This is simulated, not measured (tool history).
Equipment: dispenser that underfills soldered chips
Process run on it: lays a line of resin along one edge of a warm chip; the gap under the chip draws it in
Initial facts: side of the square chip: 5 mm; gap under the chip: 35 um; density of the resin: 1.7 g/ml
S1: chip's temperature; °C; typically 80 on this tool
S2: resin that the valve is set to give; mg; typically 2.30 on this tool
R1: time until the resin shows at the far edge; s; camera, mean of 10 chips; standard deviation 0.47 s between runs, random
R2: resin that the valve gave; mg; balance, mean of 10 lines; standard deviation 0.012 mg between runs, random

Run 1, hour 0.0: usual settings. Result: R1 34.8 s, R2 2.28 mg.
Run 2, hour 8.8: usual settings but S2 2.10 mg. Result: R1 44.0 s, R2 2.06 mg.
At hour 11.7: new syringe of resin.
Run 3, hour 21.3: usual settings but S1 82 °C. Result: R1 41.4 s, R2 2.26 mg.
At hour 24.1: new syringe of resin.
Run 4, hour 30.5: usual settings but S1 82 °C. Result: R1 38.6 s, R2 2.24 mg.
At hour 35.4: new syringe of resin.
Run 5, hour 43.7: usual settings. Result: R1 44.7 s, R2 2.26 mg.
At hour 46.8: new syringe of resin.
At hour 58.4: dispensing valve cleaned and set on the balance.
Run 6, hour 58.4: usual settings. Result: R1 47.2 s, R2 2.29 mg.
At hour 60.2: new syringe of resin.
Run 7, hour 68.2: usual settings. Result: R1 43.0 s, R2 2.30 mg.
At hour 71.2: new syringe of resin.
Run 8, hour 76.7: usual settings. Result: R1 39.4 s, R2 2.28 mg.
At hour 83.4: new syringe of resin.
Run 9, hour 92.8: usual settings. Result: R1 44.9 s, R2 2.26 mg.
At hour 94.6: new syringe of resin.
At hour 105.9: new syringe of resin.
Run 10, hour 105.9: usual settings but S1 67 °C. Result: R1 53.5 s, R2 2.27 mg.
At hour 116.9: new syringe of resin.
Run 11, hour 122.8: usual settings but S1 67 °C, S2 2.93 mg. Result: R1 61.5 s, R2 2.87 mg.
At hour 128.1: new syringe of resin.
Run 12, hour 132.3: usual settings but S1 67 °C, S2 2.93 mg. Result: R1 59.7 s, R2 2.87 mg.
At hour 139.5: new syringe of resin.
Run 13, hour 141.8: usual settings but S1 67 °C, S2 2.93 mg. Result: R1 54.2 s, R2 2.88 mg.
At hour 150.6: new syringe of resin.
Run 14, hour 153.1: usual settings but S1 67 °C, S2 2.93 mg. Result: R1 55.6 s, R2 2.85 mg.
At hour 161.4: dispensing valve cleaned and set on the balance.
At hour 162.6: new syringe of resin.
Run 15, hour 163.7: usual settings but S1 91 °C, S2 2.62 mg. Result: R1 25.4 s, R2 2.59 mg.
Run 16, hour 170.7: usual settings but S1 91 °C, S2 2.62 mg. Result: R1 30.5 s, R2 2.62 mg.
At hour 174.5: new syringe of resin.
Run 17, hour 180.6: usual settings but S1 70 °C, S2 2.16 mg. Result: R1 55.6 s, R2 2.16 mg.
At hour 186.6: new syringe of resin.
Run 18, hour 191.7: usual settings but S1 93 °C, S2 2.16 mg. Result: R1 27.1 s, R2 2.13 mg.
At hour 198.4: new syringe of resin.
Run 19, hour 200.3: usual settings but S1 93 °C, S2 2.16 mg. Result: R1 24.0 s, R2 2.15 mg.

5 ways to go on from here, each from the tool as it stands after run 19. What would each give?
Run A, hour 208.3: usual settings but S2 2.62 mg. Result: R1 ?, R2 ?.
Run B, hour 208.3: usual settings but S2 2.31 mg. Result: R1 ?, R2 ?.
Run C, hour 208.3: usual settings but S1 81 °C, S2 2.34 mg. Result: R1 ?, R2 ?.
Run D, hour 208.3: usual settings but S1 74 °C, S2 2.63 mg. Result: R1 ?, R2 ?.
Run E, hour 208.3: usual settings but S1 93 °C, S2 2.05 mg. Result: R1 ?, R2 ?.

run    R1    R2
  A  44.6  2.58
  B  44.7  2.27
  C  42.7  2.31
  D  54.3  2.59
  E  31.4  2.00
Stripped of hidden state, with their random variation kept, the same runs would have yielded:
run    R1    R2
  A  36.1  2.62
  B  36.1  2.31
  C  34.4  2.34
  D  43.9  2.63
  E  25.3  2.03
